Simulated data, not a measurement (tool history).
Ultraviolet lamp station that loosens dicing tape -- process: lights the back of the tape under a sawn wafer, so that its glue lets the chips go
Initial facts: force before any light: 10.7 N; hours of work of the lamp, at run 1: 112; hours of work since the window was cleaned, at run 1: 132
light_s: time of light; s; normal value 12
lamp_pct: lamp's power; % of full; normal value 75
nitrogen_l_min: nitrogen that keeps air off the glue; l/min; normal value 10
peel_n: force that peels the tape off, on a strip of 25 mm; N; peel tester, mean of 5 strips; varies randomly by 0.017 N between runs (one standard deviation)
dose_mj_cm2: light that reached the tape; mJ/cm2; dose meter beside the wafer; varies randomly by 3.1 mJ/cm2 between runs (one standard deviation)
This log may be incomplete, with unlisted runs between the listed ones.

| run | day | light_s | lamp_pct | nitrogen_l_min | hours of work of the lamp | hours of work since the window was cleaned | peel_n | dose_mj_cm2 |
|---|---|---|---|---|---|---|---|---|
| 1 | 0 | 12 | 75 | 10 | 112 | 132 | 1.021 | 442 |
| 2 | 0.408 | 12 | 75 | 10 | 117 | 137 | 1.035 | 444 |
| 3 | 0.9 | 12 | 75 | 10 | 123 | 143 | 1.031 | 440 |
| 4 | 1.35 | 9 | 75 | 10 | 128 | 149 | 1.822 | 323 |
| 5 | 1.779 | 9 | 75 | 10 | 133 | 154 | 1.766 | 325 |
| 6 | 2.4 | 9 | 75 | 10 | 141 | 161 | 1.867 | 329 |
| 7 | 2.967 | 12 | 75 | 10 | 148 | 168 | 1.099 | 435 |
| 8 | 3.675 | 12 | 75 | 9 | 156 | 177 | 1.225 | 432 |
| 9 | 4.004 | 12 | 75 | 9 | 160 | 181 | 1.153 | 431 |
| 10 | 4.554 | 12 | 75 | 9 | 167 | 187 | 1.158 | 425 |
| 11 | 5.042 | 19 | 75 | 10 | 173 | 193 | 0.346 | 672 |
| 12 | 5.388 | 19 | 75 | 10 | 177 | 197 | 0.335 | 667 |
| 13 | 5.946 | 19 | 75 | 10 | 183 | 204 | 0.372 | 675 |
| 14 | 6.238 | 19 | 75 | 7 | 187 | 208 | 0.542 | 664 |
| 15 | 6.904 | 12 | 75 | 10 | 195 | 216 | 1.144 | 419 |
| 16 | 7.583 | 12 | 69 | 10 | 203 | 224 | 1.398 | 384 |
|  | 7.942 | window cleaned of glue's vapour |
| 17 | 8.117 | 12 | 69 | 10 | 209 | 2 | 1.197 | 407 |
| 18 | 8.662 | 12 | 75 | 4 | 216 | 9 | 2.075 | 444 |
| 19 | 9.062 | 12 | 94 | 10 | 221 | 13 | 0.593 | 555 |
| 20 | 9.471 | 10 | 75 | 10 | 226 | 18 | 1.485 | 367 |
| 21 | 10.129 | 10 | 75 | 10 | 234 | 26 | 1.475 | 366 |
| 22 | 10.512 | 10 | 75 | 10 | 238 | 31 | 1.508 | 369 |
| 23 | 11.1 | 10 | 75 | 10 | 245 | 38 | 1.52 | 360 |
| 24 | 11.667 | 10 | 75 | 10 | 252 | 45 | 1.598 | 363 |
| 25 | 12.104 | 12 | 78 | 16 | 257 | 50 | 0.673 | 441 |
| 26 | 12.521 | 19 | 78 | 5 | 263 | 55 | 0.632 | 707 |
| 27 | 13.221 | 19 | 78 | 5 | 271 | 64 | 0.66 | 706 |
| 28 | 13.558 | 9 | 98 | 10 | 275 | 68 | 1.182 | 417 |
| 29 | 14.271 | 12 | 64 | 10 | 284 | 76 | 1.504 | 364 |
| 30 | 14.979 | 20 | 75 | 10 | 292 | 85 | 0.316 | 707 |
| 31 | 15.467 | 20 | 68 | 14 | 298 | 91 | 0.291 | 633 |
| 32 | 15.975 | 20 | 68 | 14 | 304 | 97 | 0.293 | 633 |
| 33 | 16.296 | 20 | 75 | 6 | 308 | 101 | 0.547 | 707 |
| 34 | 16.933 | 9 | 66 | 9 | 316 | 108 | 2.604 | 275 |
| 35 | 17.604 | 24 | 77 | 9 | 324 | 116 | 0.217 | 838 |
| 36 | 18.029 | 24 | 77 | 9 | 329 | 122 | 0.212 | 843 |
| 37 | 18.517 | 8 | 80 | 15 | 335 | 127 | 1.718 | 291 |
| 38 | 19.108 | 7 | 99 | 16 | 342 | 135 | 1.475 | 317 |
| 39 | 19.442 | 7 | 99 | 16 | 346 | 139 | 1.444 | 312 |
| 40 | 19.879 | 7 | 99 | 16 | 351 | 144 | 1.437 | 310 |
| 41 | 20.433 | 11 | 69 | 9 | 358 | 151 | 1.837 | 344 |
| 42 | 20.808 | 19 | 87 | 4 | 362 | 155 | 0.739 | 732 |
| 43 | 21.162 | 15 | 75 | 4 | 367 | 159 | 1.694 | 500 |
| 44 | 21.483 | 12 | 75 | 5 | 371 | 163 | 2.096 | 397 |

Hidden state or all else? Some run-to-run changes of peel_n, split into what the settings, what came in and random variation would give without the hidden state, and what is left for the hidden state (with any gauge scatter that isn't in both results):
Hidden conditions of the tool in this case: lamp's light, % of a new lamp's; light that the window lets through, % of a clean one's; drift of the gauge itself on peel_n, %; drift of the gauge itself on dose_mj_cm2, %.
Run 33 -> 34: light_s 20 -> 9, lamp_pct 75 -> 66, nitrogen_l_min 6 -> 9. peel_n +2.057 N: hidden state +0.338, all else +1.719.
Run 34 -> 35: light_s 9 -> 24, lamp_pct 66 -> 77. peel_n -2.387 N: hidden state -0.447, all else -1.94.
Run 36 -> 37: light_s 24 -> 8, lamp_pct 77 -> 80, nitrogen_l_min 9 -> 15. peel_n +1.506 N: hidden state +0.38, all else +1.126.
